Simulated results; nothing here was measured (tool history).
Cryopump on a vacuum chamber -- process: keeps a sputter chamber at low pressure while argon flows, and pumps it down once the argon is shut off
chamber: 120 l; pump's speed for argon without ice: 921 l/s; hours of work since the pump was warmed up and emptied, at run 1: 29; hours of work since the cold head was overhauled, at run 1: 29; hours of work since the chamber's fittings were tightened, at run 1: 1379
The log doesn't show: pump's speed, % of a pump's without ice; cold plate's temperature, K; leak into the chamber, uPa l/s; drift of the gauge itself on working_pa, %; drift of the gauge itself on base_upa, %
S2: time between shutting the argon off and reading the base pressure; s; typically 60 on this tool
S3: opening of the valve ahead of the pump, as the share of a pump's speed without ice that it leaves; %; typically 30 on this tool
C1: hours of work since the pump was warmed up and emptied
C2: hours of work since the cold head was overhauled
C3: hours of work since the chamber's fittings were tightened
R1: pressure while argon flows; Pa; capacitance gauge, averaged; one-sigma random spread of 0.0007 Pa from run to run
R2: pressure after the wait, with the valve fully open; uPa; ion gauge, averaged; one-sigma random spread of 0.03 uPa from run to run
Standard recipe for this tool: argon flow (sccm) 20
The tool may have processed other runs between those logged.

run 1 day=0.000 | argon_flow_(sccm)=20 S2=60 S3=30 | C1=29 C2=29 C3=1379 | R1=0.1234 R2=2.45
run 2 day=1.671 | argon_flow_(sccm)=20 S2=60 S3=30 | C1=57 C2=57 C3=1407 | R1=0.1246 R2=2.50
run 3 day=3.946 | argon_flow_(sccm)=20 S2=60 S3=30 | C1=95 C2=95 C3=1445 | R1=0.1243 R2=2.50
run 4 day=5.096 | argon_flow_(sccm)=20 S2=60 S3=30 | C1=115 C2=115 C3=1465 | R1=0.1242 R2=2.51
run 5 day=7.358 | argon_flow_(sccm)=20 S2=75 S3=30 | C1=153 C2=153 C3=1503 | R1=0.1258 R2=2.45
run 6 day=8.638 | argon_flow_(sccm)=20 S2=75 S3=30 | C1=174 C2=174 C3=1524 | R1=0.1255 R2=2.43
run 7 day=9.979 | argon_flow_(sccm)=20 S2=60 S3=16 | C1=197 C2=197 C3=1547 | R1=0.2307 R2=2.74
run 8 day=11.204 | argon_flow_(sccm)=20 S2=60 S3=16 | C1=217 C2=217 C3=1567 | R1=0.2332 R2=2.77
run 9 day=13.471 | argon_flow_(sccm)=8 S2=128 S3=17 | C1=255 C2=255 C3=1605 | R1=0.0887 R2=2.17
run 10 day=15.238 | argon_flow_(sccm)=9 S2=60 S3=30 | C1=285 C2=285 C3=1635 | R1=0.0581 R2=2.79
run 11 day=17.158 | argon_flow_(sccm)=9 S2=60 S3=30 | C1=317 C2=317 C3=1667 | R1=0.0577 R2=2.85
run 12 day=19.004 | argon_flow_(sccm)=9 S2=60 S3=30 | C1=348 C2=348 C3=1698 | R1=0.0582 R2=2.87
run 13 day=20.712 | argon_flow_(sccm)=20 S2=86 S3=19 | C1=377 C2=377 C3=1727 | R1=0.2006 R2=2.60
run 14 day=22.538 | argon_flow_(sccm)=22 S2=60 S3=49 | C1=407 C2=407 C3=1757 | R1=0.0896 R2=2.97
run 15 day=23.708 | argon_flow_(sccm)=20 S2=185 S3=32 | C1=427 C2=427 C3=1777 | R1=0.1212 R2=2.23
run 16 day=25.058 | argon_flow_(sccm)=24 S2=238 S3=20 | C1=450 C2=450 C3=1800 | R1=0.2306 R2=2.16

Each row is a separate what-if for the run after 16, all from the same tool condition, not one after another. Results?
run A day=27.300 | argon_flow_(sccm)=18 S2=60 S3=30 | C1=487 C2=487 C3=1837 | R1=? R2=?
run B day=27.300 | argon_flow_(sccm)=27 S2=92 S3=41 | C1=487 C2=487 C3=1837 | R1=? R2=?
run C day=27.300 | argon_flow_(sccm)=15 S2=39 S3=54 | C1=487 C2=487 C3=1837 | R1=? R2=?

run=A R1=0.1171 R2=3.16
run=B R1=0.1314 R2=2.68
run=C R1=0.0568 R2=3.75
What these runs would have given with no unlogged condition in the tool:
run=A R1=0.1094 R2=1.53
run=B R1=0.1200 R2=1.06
run=C R1=0.0504 R2=2.12
